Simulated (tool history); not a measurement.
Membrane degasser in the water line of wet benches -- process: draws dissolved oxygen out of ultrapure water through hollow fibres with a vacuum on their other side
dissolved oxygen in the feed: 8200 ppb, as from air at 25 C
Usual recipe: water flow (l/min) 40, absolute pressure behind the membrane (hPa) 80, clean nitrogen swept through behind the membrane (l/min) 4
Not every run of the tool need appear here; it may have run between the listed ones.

run   hour  water flow (l/min)  absolute pressure behind the membrane (hPa)  clean nitrogen swept through behind the membrane (l/min)  dissolved oxygen in the water behind the degasser (ppb)  pressure that the water loses in the fibres (hPa)
  1      0                  40                                           80                                                         4                                                    292.8                                              700.7
  2   35.3                  40                                           80                                                         4                                                    292.1                                              699.7
  3   62.9                  40                                         49.1                                                         4                                                      223                                              703.2
  4   97.4                  40                                         49.1                                                         4                                                    219.6                                              699.3
  5  121.1                  40                                         49.1                                                         4                                                    217.2                                              702.7
  6  149.5                  40                                         49.1                                                         4                                                    220.6                                              703.5
  7  170.3                  40                                         49.1                                                         4                                                    224.2                                              699.2
  8  201.2                  40                                         49.1                                                         4                                                      224                                              705.3
  9  222.7                  40                                         49.1                                                         4                                                      225                                              701.8
 10    261                  40                                           80                                                         4                                                    290.4                                              699.1
 11    308                  40                                           80                                                         4                                                    294.1                                              699.8
 12  338.7                  40                                           80                                                      3.84                                                    298.8                                              702.3
     342.5  -- vacuum gauge calibrated
 13    388                  40                                           80                                                         4                                                    297.4                                              702.5
 14  424.5                  40                                           80                                                         4                                                    296.4                                              705.7
 15  468.6                  40                                           80                                                         4                                                    297.3                                                706
 16  513.6                  40                                           80                                                         4                                                    303.2                                              703.4
     528.9  -- vacuum gauge calibrated, once more
 17    560                  48                                         88.4                                                       2.9                                                    456.5                                              847.8
 18  585.7                  48                                         88.4                                                       2.9                                                    454.8                                              841.3
 19  631.4                  40                                         63.9                                                         4                                                    249.9                                              708.9
 20  677.5                  40                                         63.9                                                         4                                                    247.4                                                705
 21  710.4                  40                                         63.9                                                         4                                                    249.1                                                706
 22  732.8                  40                                         63.9                                                         4                                                    248.6                                              708.1
 23  755.2                  40                                         63.9                                                         4                                                    249.9                                              706.1
 24  785.1                  40                                         63.9                                                         4                                                    250.8                                              701.9
 25  809.7                  41                                        149.6                                                         4                                                    453.5                                              722.3
 26  838.4                  41                                        149.6                                                      2.49                                                    593.2                                              721.4
 27  859.9                  50                                         95.1                                                      2.32                                                    560.9                                              877.2
 28  883.7                  50                                         77.2                                                      2.32                                                    492.9                                              878.5
 29  921.2                  54                                           80                                                      1.81                                                    602.1                                              960.9
 30  959.2                  52                                           80                                                      8.81                                                    366.6                                              921.5
 31  982.7                  41                                         96.5                                                      5.65                                                    297.6                                                724

Each row is a separate what-if for the run after 31, all from the same tool condition, not one after another. Results?
  A  1032.5                  62                                        101.1                                                      5.65                                                        ?                                                  ?
  B  1032.5                  27                                         96.5                                                      5.65                                                        ?                                                  ?
  C  1032.5                  50                                         96.5                                                      5.65                                                        ?                                                  ?
  D  1032.5                  41                                         52.5                                                      5.65                                                        ?                                                  ?

run  dissolved oxygen in the water behind the degasser (ppb)  pressure that the water loses in the fibres (hPa)
  A                                                    595.9                                             1098.7
  B                                                    138.8                                              475.1
  C                                                    412.4                                              885.5
  D                                                    221.6                                              723.3
Take away the tool's hidden state, keep each run's random variation, and the runs would have read:
run  dissolved oxygen in the water behind the degasser (ppb)  pressure that the water loses in the fibres (hPa)
  A                                                    564.5                                             1071.5
  B                                                    130.6                                              463.3
  C                                                    388.6                                              863.6
  D                                                    203.9                                              705.4
